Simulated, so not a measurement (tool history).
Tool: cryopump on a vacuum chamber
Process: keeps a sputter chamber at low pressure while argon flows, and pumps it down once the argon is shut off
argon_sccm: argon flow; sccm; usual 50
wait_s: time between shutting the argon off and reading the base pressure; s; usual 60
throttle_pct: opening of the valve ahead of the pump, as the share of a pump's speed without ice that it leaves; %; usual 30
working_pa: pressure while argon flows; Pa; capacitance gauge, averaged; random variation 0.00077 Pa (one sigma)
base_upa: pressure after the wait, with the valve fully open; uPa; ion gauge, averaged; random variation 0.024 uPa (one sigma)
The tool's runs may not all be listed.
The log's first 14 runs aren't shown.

run	day	argon_sccm	wait_s	throttle_pct	hours of work since the pump was warmed up and emptied	hours of work since the cold head was overhauled	hours of work since the chamber's fittings were tightened	working_pa	base_upa
15	44.058	50	60	30	257	608	739	0.1605	1.64
16	47.338	50	60	30	297	648	779	0.1657	1.73
17	50.667	50	60	30	338	689	820	0.1704	1.86
# day 51.858: pump warmed up, emptied and cooled again
18	53.192	39	34	22	16	717	848	0.1565	1.98
19	55.633	60	26	22	46	747	878	0.2439	2.44
20	59.808	77	46	20	97	798	929	0.3469	1.81
21	61.821	77	46	20	122	823	954	0.3477	1.83
22	65.500	77	46	20	167	868	999	0.3494	1.90
# day 65.871: leaking fittings of the chamber tightened, without venting
23	68.050	24	46	26	197	898	27	0.0860	1.13
24	71.429	36	99	26	239	940	68	0.1322	0.72
25	75.479	36	99	26	288	989	118	0.1346	0.75
26	79.658	28	231	42	340	1040	169	0.0720	0.54
# day 80.446: pump warmed up, emptied and cooled again
27	82.925	28	231	42	30	1078	206	0.0604	0.50
28	84.962	28	88	40	55	1103	231	0.0637	0.79
29	88.246	30	60	30	96	1143	272	0.0913	1.09
30	90.446	30	60	30	123	1170	299	0.0922	1.06
31	92.512	26	30	20	148	1195	324	0.1192	1.85
32	94.908	94	74	29	177	1225	353	0.3074	1.06
33	96.879	42	48	30	201	1249	377	0.1323	1.40

Forecast each of these 3 alternatives for the next run:
A	100.458	97	281	16	245	1293	421	?	?
B	100.458	41	240	35	245	1293	421	?	?
C	100.458	91	146	44	245	1293	421	?	?

run	working_pa	base_upa
A	0.5619	0.77
B	0.1160	0.74
C	0.2093	0.88
Without the tool's hidden state the same runs would have given:
run	working_pa	base_upa
A	0.5305	0.33
B	0.1027	0.32
C	0.1800	0.45
